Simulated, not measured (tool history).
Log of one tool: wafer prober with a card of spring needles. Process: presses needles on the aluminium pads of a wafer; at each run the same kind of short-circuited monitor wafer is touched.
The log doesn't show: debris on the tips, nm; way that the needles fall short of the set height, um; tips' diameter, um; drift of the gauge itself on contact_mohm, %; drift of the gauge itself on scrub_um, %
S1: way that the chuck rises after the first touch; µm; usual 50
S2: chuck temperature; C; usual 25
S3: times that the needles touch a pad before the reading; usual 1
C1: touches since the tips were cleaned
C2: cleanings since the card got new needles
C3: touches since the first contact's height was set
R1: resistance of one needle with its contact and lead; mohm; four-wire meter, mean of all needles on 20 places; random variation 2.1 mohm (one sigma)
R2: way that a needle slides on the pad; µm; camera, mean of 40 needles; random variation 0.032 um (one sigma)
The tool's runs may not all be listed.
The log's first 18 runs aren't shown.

run 19 hour=158.1 | S1=66 S2=25 S3=2 | C1=5384 C2=17 C3=146726 | R1=338 R2=13.81
-- hour=159.0 height of the first contact set anew
run 20 hour=163.2 | S1=43 S2=105 S3=2 | C1=7040 C2=17 C3=1442 | R1=501 R2=8.58
-- hour=164.8 tips cleaned on abrasive film
run 21 hour=173.7 | S1=43 S2=105 S3=2 | C1=3071 C2=18 C3=5036 | R1=432 R2=8.59
run 22 hour=179.9 | S1=39 S2=52 S3=1 | C1=5196 C2=18 C3=7161 | R1=727 R2=7.68
-- hour=187.0 tips cleaned on abrasive film
run 23 hour=187.7 | S1=50 S2=85 S3=3 | C1=255 C2=19 C3=9833 | R1=275 R2=10.08
run 24 hour=194.5 | S1=47 S2=85 S3=2 | C1=2565 C2=19 C3=12143 | R1=391 R2=9.43
-- hour=197.1 height of the first contact set anew, once more
run 25 hour=202.7 | S1=47 S2=85 S3=2 | C1=5308 C2=19 C3=1930 | R1=419 R2=10.18
-- hour=209.2 tips cleaned on abrasive film
run 26 hour=209.9 | S1=47 S2=52 S3=2 | C1=220 C2=20 C3=4369 | R1=281 R2=10.18
run 27 hour=216.4 | S1=46 S2=96 S3=2 | C1=2455 C2=20 C3=6604 | R1=376 R2=9.93
run 28 hour=223.6 | S1=46 S2=117 S3=2 | C1=4959 C2=20 C3=9108 | R1=427 R2=9.94
-- hour=231.3 tips cleaned on abrasive film
run 29 hour=235.1 | S1=46 S2=117 S3=2 | C1=1328 C2=21 C3=13031 | R1=340 R2=9.96
run 30 hour=246.6 | S1=46 S2=37 S3=1 | C1=5269 C2=21 C3=16972 | R1=550 R2=9.91
run 31 hour=252.3 | S1=66 S2=37 S3=1 | C1=7266 C2=21 C3=18969 | R1=416 R2=14.21
-- hour=253.4 tips cleaned on abrasive film
run 32 hour=257.4 | S1=66 S2=37 S3=1 | C1=1387 C2=22 C3=20676 | R1=304 R2=14.29
run 33 hour=266.8 | S1=41 S2=32 S3=1 | C1=4633 C2=22 C3=23922 | R1=614 R2=8.77
-- hour=275.5 tips cleaned on abrasive film
run 34 hour=277.2 | S1=50 S2=58 S3=2 | C1=597 C2=23 C3=27462 | R1=287 R2=10.75

Forecast each of these 4 alternatives for the next run:
run A hour=282.1 | S1=54 S2=25 S3=1 | C1=2296 C2=23 C3=29161 | R1=? R2=?
run B hour=282.1 | S1=50 S2=90 S3=1 | C1=2296 C2=23 C3=29161 | R1=? R2=?
run C hour=282.1 | S1=41 S2=115 S3=2 | C1=2296 C2=23 C3=29161 | R1=? R2=?
run D hour=282.1 | S1=45 S2=58 S3=2 | C1=2296 C2=23 C3=29161 | R1=? R2=?

run=A R1=398 R2=11.56
run=B R1=430 R2=10.73
run=C R1=404 R2=8.82
run=D R1=374 R2=9.61
Without the tool's hidden state the same runs would have given:
run=A R1=235 R2=11.67
run=B R1=258 R2=10.84
run=C R1=263 R2=8.93
run=D R1=245 R2=9.72
